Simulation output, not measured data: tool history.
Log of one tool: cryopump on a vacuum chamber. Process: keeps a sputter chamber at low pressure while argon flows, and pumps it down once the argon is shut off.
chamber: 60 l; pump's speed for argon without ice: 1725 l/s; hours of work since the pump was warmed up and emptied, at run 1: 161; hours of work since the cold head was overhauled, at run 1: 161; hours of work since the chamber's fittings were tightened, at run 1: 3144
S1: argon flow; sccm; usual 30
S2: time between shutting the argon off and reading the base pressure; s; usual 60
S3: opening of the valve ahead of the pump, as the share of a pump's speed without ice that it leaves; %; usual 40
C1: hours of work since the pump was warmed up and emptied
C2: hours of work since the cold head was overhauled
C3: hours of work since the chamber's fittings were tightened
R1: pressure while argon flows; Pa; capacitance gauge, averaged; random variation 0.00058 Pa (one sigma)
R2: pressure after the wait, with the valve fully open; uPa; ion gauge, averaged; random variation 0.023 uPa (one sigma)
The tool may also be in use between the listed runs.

Run 1, hour 0.0: usual settings; C1 161; C2 161; C3 3144. Result: R1 0.0737 Pa, R2 1.87 uPa.
Run 2, hour 7.4: usual settings but S3 21 %; C1 165; C2 165; C3 3147. Result: R1 0.1410 Pa, R2 1.84 uPa.
Run 3, hour 16.8: usual settings; C1 170; C2 170; C3 3152. Result: R1 0.0759 Pa, R2 1.91 uPa.
Run 4, hour 27.9: usual settings but S2 120 s; C1 175; C2 175; C3 3158. Result: R1 0.0752 Pa, R2 1.64 uPa.
Run 5, hour 36.6: usual settings but S2 43 s; C1 179; C2 179; C3 3162. Result: R1 0.0753 Pa, R2 2.05 uPa.
Run 6, hour 51.9: usual settings; C1 187; C2 187; C3 3169. Result: R1 0.0755 Pa, R2 1.89 uPa.
Run 7, hour 65.9: usual settings but S3 17 %; C1 194; C2 194; C3 3176. Result: R1 0.1755 Pa, R2 1.91 uPa.
Run 8, hour 79.0: usual settings; C1 200; C2 200; C3 3183. Result: R1 0.0756 Pa, R2 1.89 uPa.
Run 9, hour 89.9: usual settings; C1 206; C2 206; C3 3188. Result: R1 0.0753 Pa, R2 1.88 uPa.
Run 10, hour 103.1: usual settings but S1 32 sccm, S2 56 s; C1 212; C2 212; C3 3195. Result: R1 0.0811 Pa, R2 1.98 uPa.
Run 11, hour 110.8: usual settings but S3 33 %; C1 216; C2 216; C3 3198. Result: R1 0.0915 Pa, R2 1.87 uPa.
Run 12, hour 123.3: usual settings but S1 27 sccm, S2 126 s, S3 15 %; C1 222; C2 222; C3 3205. Result: R1 0.1790 Pa, R2 1.58 uPa.
At hour 128.3: leaking fittings of the chamber tightened, without venting.
Run 13, hour 131.9: usual settings but S1 19 sccm, S2 53 s; C1 225; C2 225; C3 2. Result: R1 0.0474 Pa, R2 0.87 uPa.
Run 14, hour 142.0: usual settings but S1 19 sccm, S2 53 s; C1 230; C2 230; C3 7. Result: R1 0.0488 Pa, R2 0.81 uPa.
Run 15, hour 151.6: usual settings but S1 48 sccm, S2 200 s; C1 235; C2 235; C3 11. Result: R1 0.1212 Pa, R2 0.38 uPa.
Run 16, hour 164.7: usual settings but S1 16 sccm, S2 112 s; C1 242; C2 242; C3 18. Result: R1 0.0401 Pa, R2 0.50 uPa.
Run 17, hour 175.4: usual settings but S1 17 sccm, S2 166 s, S3 19 %; C1 247; C2 247; C3 23. Result: R1 0.0895 Pa, R2 0.39 uPa.

Hidden state at the last listed run before each entry between runs and at the first one after, where it differs:
Between runs 12 and 13: leaking fittings of the chamber tightened, without venting (hour 128.3)
  pump's speed, % of a pump's without ice: 93.5 -> 93.4; leak into the chamber, uPa l/s: 2106 -> 302
  measured less the result without the state, R1: +0.0021 -> +0.0015 Pa; R2: +1.15 -> +0.02 uPa
